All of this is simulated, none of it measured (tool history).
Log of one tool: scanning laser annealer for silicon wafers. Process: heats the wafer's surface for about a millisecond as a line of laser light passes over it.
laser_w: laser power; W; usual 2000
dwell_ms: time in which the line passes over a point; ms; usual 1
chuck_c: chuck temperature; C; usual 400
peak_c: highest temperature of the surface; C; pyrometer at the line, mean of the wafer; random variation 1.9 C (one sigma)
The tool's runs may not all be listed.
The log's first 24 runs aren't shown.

{"run": 25, "day": 21.012, "laser_w": 2131, "dwell_ms": 0.71, "chuck_c": 391, "peak_c": 1109}
{"run": 26, "day": 22.246, "laser_w": 2131, "dwell_ms": 0.71, "chuck_c": 391, "peak_c": 1105}
{"run": 27, "day": 23.529, "laser_w": 2131, "dwell_ms": 0.71, "chuck_c": 391, "peak_c": 1106}
{"run": 28, "day": 24.408, "laser_w": 2164, "dwell_ms": 0.9, "chuck_c": 394, "peak_c": 1218}
{"run": 29, "day": 25.454, "laser_w": 2164, "dwell_ms": 0.9, "chuck_c": 394, "peak_c": 1213}
{"run": 30, "day": 26.492, "laser_w": 2164, "dwell_ms": 0.9, "chuck_c": 394, "peak_c": 1214}
{"run": 31, "day": 27.129, "laser_w": 2087, "dwell_ms": 1.09, "chuck_c": 436, "peak_c": 1307}
{"run": 32, "day": 28.421, "laser_w": 1990, "dwell_ms": 0.73, "chuck_c": 411, "peak_c": 1077}
{"run": 33, "day": 29.288, "laser_w": 1712, "dwell_ms": 1, "chuck_c": 406, "peak_c": 1076}
{"run": 34, "day": 30.504, "laser_w": 2057, "dwell_ms": 1, "chuck_c": 415, "peak_c": 1232}
{"day": 31.696, "done": "optics aligned, line set to its width"}
{"run": 35, "day": 31.762, "laser_w": 1876, "dwell_ms": 0.99, "chuck_c": 400, "peak_c": 1136}
{"run": 36, "day": 32.608, "laser_w": 1876, "dwell_ms": 0.99, "chuck_c": 400, "peak_c": 1137}
{"run": 37, "day": 33.225, "laser_w": 2142, "dwell_ms": 0.89, "chuck_c": 369, "peak_c": 1173}
{"day": 33.683, "done": "window over the wafer cleaned"}
{"run": 38, "day": 34.229, "laser_w": 2142, "dwell_ms": 0.89, "chuck_c": 369, "peak_c": 1196}
{"run": 39, "day": 34.808, "laser_w": 1828, "dwell_ms": 1.17, "chuck_c": 375, "peak_c": 1183}
{"run": 40, "day": 36.112, "laser_w": 1828, "dwell_ms": 1.17, "chuck_c": 375, "peak_c": 1181}
{"run": 41, "day": 37.317, "laser_w": 2193, "dwell_ms": 1.14, "chuck_c": 423, "peak_c": 1390}
{"run": 42, "day": 38.042, "laser_w": 2000, "dwell_ms": 0.82, "chuck_c": 377, "peak_c": 1111}

Forecast each of these 3 alternatives for the next run:
{"run": "A", "day": 38.608, "laser_w": 1943, "dwell_ms": 0.73, "chuck_c": 361, "peak_c": "?"}
{"run": "B", "day": 38.608, "laser_w": 2150, "dwell_ms": 1, "chuck_c": 400, "peak_c": "?"}
{"run": "C", "day": 38.608, "laser_w": 1989, "dwell_ms": 0.86, "chuck_c": 364, "peak_c": "?"}

run=A peak_c=1022
run=B peak_c=1277
run=C peak_c=1107
Without the tool's hidden state the same runs would have given:
run=A peak_c=1033
run=B peak_c=1292
run=C peak_c=1119
